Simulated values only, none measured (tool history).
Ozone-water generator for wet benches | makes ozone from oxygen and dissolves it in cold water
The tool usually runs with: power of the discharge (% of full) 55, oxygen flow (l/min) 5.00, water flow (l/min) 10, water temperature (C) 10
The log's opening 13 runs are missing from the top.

run	hour	power of the discharge (% of full)	oxygen flow (l/min)	water flow (l/min)	water temperature (C)	hours of work since the electrodes were changed	hours of work since the contactor was cleaned	hours of work since the thermometer was calibrated	dissolved ozone (ppm)	ozone in the gas ahead of the water (g/m3)
14	1259.7	55	5.00	10	10	3488	4789	1800	24.1	193.4
15	1328.1	55	5.00	10	10	3536	4837	1849	23.9	194.5
16	1436.3	55	5.00	10	10	3613	4914	1926	24.0	194.8
17	1529.1	91	5.00	10	10	3679	4980	1991	30.9	249.3
18	1640.5	93	7.18	10	6	3758	5059	2070	32.5	209.5
19	1731.1	50	6.86	10	10	3822	5123	2135	22.1	157.4
20	1813.9	50	6.86	10	10	3880	5182	2193	22.1	159.6
21	1879.2	64	5.00	10	14	3927	5228	2240	23.8	206.6
22	1944.1	41	3.66	10	12	3973	5274	2286	20.0	195.9
23	2062.9	61	6.11	10	7	4057	5358	2370	26.2	183.8
24	2185.6	49	4.06	8	6	4144	5445	2457	29.4	202.0
25	2307.8	69	5.00	10	12	4230	5532	2543	25.2	213.3
26	2436.1	69	4.01	10	11	4321	5623	2634	26.1	238.3

Predict the results of run 27:
# hour 2464.1: contactor cleaned
27	2574.2	44	6.30	15	16	4416	78	2729	?	?

{"run 27": {"dissolved ozone (ppm)": 13.6, "ozone in the gas ahead of the water (g/m3)": 153.8}}
The same run, on a tool lacking any hidden state, would have yielded dissolved ozone (ppm) 14.7, ozone in the gas ahead of the water (g/m3) 164.1.
